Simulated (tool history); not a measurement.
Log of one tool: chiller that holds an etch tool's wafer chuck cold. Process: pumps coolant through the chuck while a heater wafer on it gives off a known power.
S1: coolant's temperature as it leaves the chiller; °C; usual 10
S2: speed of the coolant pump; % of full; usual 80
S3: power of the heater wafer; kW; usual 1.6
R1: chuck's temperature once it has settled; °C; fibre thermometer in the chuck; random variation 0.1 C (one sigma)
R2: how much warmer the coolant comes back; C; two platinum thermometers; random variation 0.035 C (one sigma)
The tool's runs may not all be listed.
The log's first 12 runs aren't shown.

| run | day | S1 | S2 | S3 | R1 | R2 |
|---|---|---|---|---|---|---|
| 13 | 16.975 | 2 | 80 | 1.6 | 23.1 | 6.09 |
| 14 | 17.912 | 2 | 80 | 1.6 | 22.9 | 6.11 |
| 15 | 19.754 | 10 | 80 | 0.996 | 23.1 | 3.85 |
| 16 | 21.271 | 10 | 88 | 1.6 | 29.5 | 5.61 |
| 17 | 22.229 | 1 | 80 | 1.6 | 22.1 | 6.18 |
| 18 | 23.829 | 1 | 80 | 1.6 | 22.4 | 6.18 |
| 19 | 25.521 | 7 | 99 | 1.6 | 24.9 | 5.03 |
| 20 | 27.121 | 8 | 99 | 1.932 | 30 | 6.03 |
| 21 | 28.333 | 20 | 70 | 1.63 | 44.4 | 7.18 |
| 22 | 29.588 | 17 | 90 | 2.165 | 43.5 | 7.49 |
| 23 | 30.408 | 17 | 90 | 2.165 | 43.7 | 7.45 |
| 24 | 31.917 | 13 | 81 | 1.6 | 34.4 | 6.1 |
| 25 | 32.792 | 15 | 78 | 1.419 | 34.6 | 5.66 |
|  | 33.621 | coolant changed, channels flushed |
| 26 | 34.846 | 15 | 77 | 1.531 | 34.1 | 6.15 |
| 27 | 36.05 | 14 | 77 | 1.348 | 30.9 | 5.41 |
| 28 | 37.554 | 2 | 77 | 1.348 | 18.8 | 5.39 |
| 29 | 38.679 | 2 | 77 | 1.348 | 18.9 | 5.41 |
| 30 | 40.033 | 9 | 74 | 2.313 | 39.5 | 9.71 |
| 31 | 41.504 | 10 | 79 | 1.6 | 30 | 6.3 |

3 ways to go on from here, each from the tool as it stands after run 31. What would each give?
| A | 42.392 | 2 | 75 | 1.12 | ? | ? |
| B | 42.392 | 3 | 67 | 0.987 | ? | ? |
| C | 42.392 | 10 | 80 | 0.887 | ? | ? |

| run | R1 | R2 |
|---|---|---|
| A | 16.4 | 4.7 |
| B | 17.1 | 4.55 |
| C | 20.7 | 3.47 |
Without the tool's hidden state the same runs would have given:
| run | R1 | R2 |
|---|---|---|
| A | 16.3 | 4.46 |
| B | 16.9 | 4.31 |
| C | 20.7 | 3.29 |
